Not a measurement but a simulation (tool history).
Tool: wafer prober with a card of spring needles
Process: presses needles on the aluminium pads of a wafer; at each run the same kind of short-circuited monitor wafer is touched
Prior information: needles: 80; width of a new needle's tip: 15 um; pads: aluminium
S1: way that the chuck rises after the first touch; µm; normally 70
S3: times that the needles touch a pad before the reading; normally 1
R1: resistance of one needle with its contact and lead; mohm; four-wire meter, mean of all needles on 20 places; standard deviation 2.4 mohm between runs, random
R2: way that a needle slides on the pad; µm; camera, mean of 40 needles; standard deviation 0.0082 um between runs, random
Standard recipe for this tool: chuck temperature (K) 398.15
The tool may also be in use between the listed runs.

Run 1, hour 0: usual settings. Result: R1 290 mohm, R2 10.071 µm.
At hour 23.7: tips cleaned on abrasive film.
At hour 50.6: tips cleaned on abrasive film.
At hour 54.4: height of the first contact set anew.
Run 2, hour 64.8: usual settings. Result: R1 328 mohm, R2 10.133 µm.
At hour 75.5: tips cleaned on abrasive film.
At hour 100.3: tips cleaned on abrasive film.
At hour 122.1: tips cleaned on abrasive film.
At hour 146.1: tips cleaned on abrasive film.
Run 3, hour 146.1: usual settings. Result: R1 277 mohm, R2 10.092 µm.
At hour 170.5: tips cleaned on abrasive film.
At hour 196.8: tips cleaned on abrasive film.
At hour 223.3: tips cleaned on abrasive film.
Run 4, hour 227.3: usual settings. Result: R1 304 mohm, R2 10.083 µm.
At hour 245.4: tips cleaned on abrasive film.
At hour 269.9: tips cleaned on abrasive film.
Run 5, hour 289: usual settings. Result: R1 332 mohm, R2 10.047 µm.
At hour 294.6: tips cleaned on abrasive film.
At hour 320.7: tips cleaned on abrasive film.
At hour 321: height of the first contact set anew.
Run 6, hour 337.3: usual settings but S1 75 µm. Result: R1 324 mohm, R2 10.859 µm.
At hour 342.8: tips cleaned on abrasive film.
At hour 366.3: tips cleaned on abrasive film.
At hour 390.4: tips cleaned on abrasive film.
Run 7, hour 408.4: usual settings but S1 75 µm. Result: R1 326 mohm, R2 10.817 µm.
At hour 413.9: tips cleaned on abrasive film.
At hour 439.8: tips cleaned on abrasive film.
At hour 465.8: tips cleaned on abrasive film.
Run 8, hour 477.9: usual settings but S3 2. Result: R1 306 mohm, R2 10.101 µm.
At hour 488.5: tips cleaned on abrasive film.
At hour 512.2: tips cleaned on abrasive film.
Run 9, hour 512.2: usual settings but S3 2. Result: R1 283 mohm, R2 10.077 µm.
At hour 539.5: tips cleaned on abrasive film.
Run 10, hour 553.4: usual settings but S3 2. Result: R1 310 mohm, R2 10.059 µm.
At hour 564.3: tips cleaned on abrasive film.
At hour 589.8: tips cleaned on abrasive film.
At hour 590.1: height of the first contact set anew.
At hour 615.4: tips cleaned on abrasive film.
Run 11, hour 618.8: usual settings but S3 2. Result: R1 294 mohm, R2 10.123 µm.
At hour 639.4: tips cleaned on abrasive film.
At hour 663.6: tips cleaned on abrasive film.
Run 12, hour 663.6: usual settings but S3 2. Result: R1 288 mohm, R2 10.108 µm.
At hour 686.4: tips cleaned on abrasive film.
At hour 711: tips cleaned on abrasive film.
Run 13, hour 726.4: usual settings but S3 2. Result: R1 311 mohm, R2 10.091 µm.
At hour 736.1: tips cleaned on abrasive film.
At hour 757.9: tips cleaned on abrasive film.
Run 14, hour 773.4: usual settings but S3 2. Result: R1 310 mohm, R2 10.073 µm.
At hour 784.4: tips cleaned on abrasive film.
At hour 810.9: tips cleaned on abrasive film.
Run 15, hour 822.2: usual settings but S1 78 µm, chuck temperature (K) 364.15, S3 2. Result: R1 298 mohm, R2 11.212 µm.
At hour 836.9: tips cleaned on abrasive film.
At hour 857.2: height of the first contact set anew.
At hour 859.9: tips cleaned on abrasive film.
Run 16, hour 859.9: usual settings but S1 87 µm, chuck temperature (K) 364.15, S3 2. Result: R1 268 mohm, R2 12.59 µm.
At hour 885: tips cleaned on abrasive film.
At hour 910.5: tips cleaned on abrasive film.
Run 17, hour 914.1: usual settings but S1 55 µm, chuck temperature (K) 346.15. Result: R1 313 mohm, R2 7.937 µm.
At hour 932.6: tips cleaned on abrasive film.
At hour 957.3: tips cleaned on abrasive film.
Run 18, hour 958.2: usual settings but S1 55 µm, chuck temperature (K) 346.15. Result: R1 284 mohm, R2 7.917 µm.
At hour 979.9: tips cleaned on abrasive film.
At hour 1003.6: tips cleaned on abrasive film.
Run 19, hour 1019.5: usual settings but chuck temperature (K) 342.15, S3 2. Result: R1 297 mohm, R2 10.065 µm.
At hour 1030.5: tips cleaned on abrasive film.
At hour 1055: tips cleaned on abrasive film.
At hour 1080.7: tips cleaned on abrasive film.
At hour 1104.5: tips cleaned on abrasive film.
Run 20, hour 1104.5: usual settings but chuck temperature (K) 307.15, S3 3. Result: R1 258 mohm, R2 10.044 µm.
At hour 1126.5: height of the first contact set anew.
At hour 1132.1: tips cleaned on abrasive film.
At hour 1157.8: tips cleaned on abrasive film.
Run 21, hour 1170.4: usual settings but S1 66 µm, chuck temperature (K) 304.15, S3 3. Result: R1 275 mohm, R2 9.542 µm.
At hour 1180.8: tips cleaned on abrasive film.
At hour 1205.5: tips cleaned on abrasive film.
Run 22, hour 1208.9: usual settings but chuck temperature (K) 307.15. Result: R1 287 mohm, R2 10.102 µm.
At hour 1228.4: tips cleaned on abrasive film.
At hour 1253.2: tips cleaned on abrasive film.
At hour 1277.3: tips cleaned on abrasive film.
Run 23, hour 1277.3: usual settings but S1 57 µm, chuck temperature (K) 354.15, S3 2. Result: R1 275 mohm, R2 8.179 µm.
At hour 1299.5: tips cleaned on abrasive film.
At hour 1324.8: tips cleaned on abrasive film.
Run 24, hour 1328.6: usual settings but S1 57 µm, chuck temperature (K) 354.15, S3 2. Result: R1 293 mohm, R2 8.18 µm.
At hour 1349.5: tips cleaned on abrasive film.
At hour 1375.1: tips cleaned on abrasive film.
Run 25, hour 1388.1: usual settings but S1 61 µm, chuck temperature (K) 397.15. Result: R1 352 mohm, R2 8.733 µm.
At hour 1393.6: height of the first contact set anew.
At hour 1399.1: tips cleaned on abrasive film.
At hour 1424.5: tips cleaned on abrasive film.
Run 26, hour 1439.7: usual settings but S1 78 µm. Result: R1 324 mohm, R2 11.259 µm.
At hour 1449.9: tips cleaned on abrasive film.
At hour 1476.3: tips cleaned on abrasive film.
Run 27, hour 1476.6: usual settings but S1 52 µm. Result: R1 299 mohm, R2 7.496 µm.
At hour 1503.2: tips cleaned on abrasive film.
At hour 1529.5: tips cleaned on abrasive film.
Run 28, hour 1542.8: usual settings but S1 52 µm. Result: R1 371 mohm, R2 7.459 µm.

Pick out some run-to-run changes in R1. Of each, how much would a tool without hidden state show as well, from the settings, what came in and chance, and how much is left for the hidden state and any gauge scatter not in both results compared?
Hidden conditions of the tool in this case: debris on the tips, nm; way that the needles fall short of the set height, um; tips' diameter, um; drift of the gauge itself on contact_mohm, %; drift of the gauge itself on scrub_um, %.
Run 2 -> 3: tips cleaned on abrasive film, tips cleaned on abrasive film, tips cleaned on abrasive film, tips cleaned on abrasive film. R1 -51 mohm: hidden state -47, all else -4.
Run 24 -> 25: S1 57 -> 61, chuck temperature (K) 354.15 -> 397.15, S3 2 -> 1, tips cleaned on abrasive film, tips cleaned on abrasive film. R1 +59 mohm: hidden state +45, all else +14.
Run 27 -> 28: tips cleaned on abrasive film, tips cleaned on abrasive film. R1 +72 mohm: hidden state +73, all else -1.
